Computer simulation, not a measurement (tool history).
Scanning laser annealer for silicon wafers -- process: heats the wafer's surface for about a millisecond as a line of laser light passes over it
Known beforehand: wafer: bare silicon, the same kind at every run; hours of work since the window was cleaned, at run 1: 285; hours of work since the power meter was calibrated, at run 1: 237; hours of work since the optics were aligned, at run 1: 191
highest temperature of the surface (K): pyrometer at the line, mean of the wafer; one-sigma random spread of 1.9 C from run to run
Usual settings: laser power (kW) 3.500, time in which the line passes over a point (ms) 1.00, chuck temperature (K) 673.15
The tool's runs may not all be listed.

run,day,laser power (kW),time in which the line passes over a point (ms),chuck temperature (K),hours of work since the window was cleaned,hours of work since the power meter was calibrated,hours of work since the optics were aligned,highest temperature of the surface (K)
1,0.000,3.500,1.00,673.15,285,237,191,1397.15
2,0.383,3.500,1.00,673.15,291,243,197,1397.15
3,0.958,3.500,1.00,673.15,300,252,206,1395.15
4,1.338,3.500,1.00,673.15,306,258,212,1393.15
5,1.621,3.500,1.00,673.15,310,262,216,1396.15
6,2.208,3.281,1.00,649.15,319,271,225,1317.15
7,2.467,3.326,1.00,660.15,323,275,229,1340.15
8,2.921,3.326,1.00,660.15,331,282,236,1339.15
9,3.471,3.769,1.00,657.15,339,291,244,1441.15
10,3.750,3.769,1.00,657.15,343,295,249,1439.15

Per-run results on a tool with no hidden state, each run keeping its own random variation:
The hidden state here: light that passes the window, % of a clean one's; laser's true power over the reading, %; width of the line over the set one, %; drift of the gauge itself on peak_c, C.
run,highest temperature of the surface (K)
1,1410.15
2,1410.15
3,1409.15
4,1407.15
5,1410.15
6,1331.15
7,1354.15
8,1353.15
9,1458.15
10,1456.15
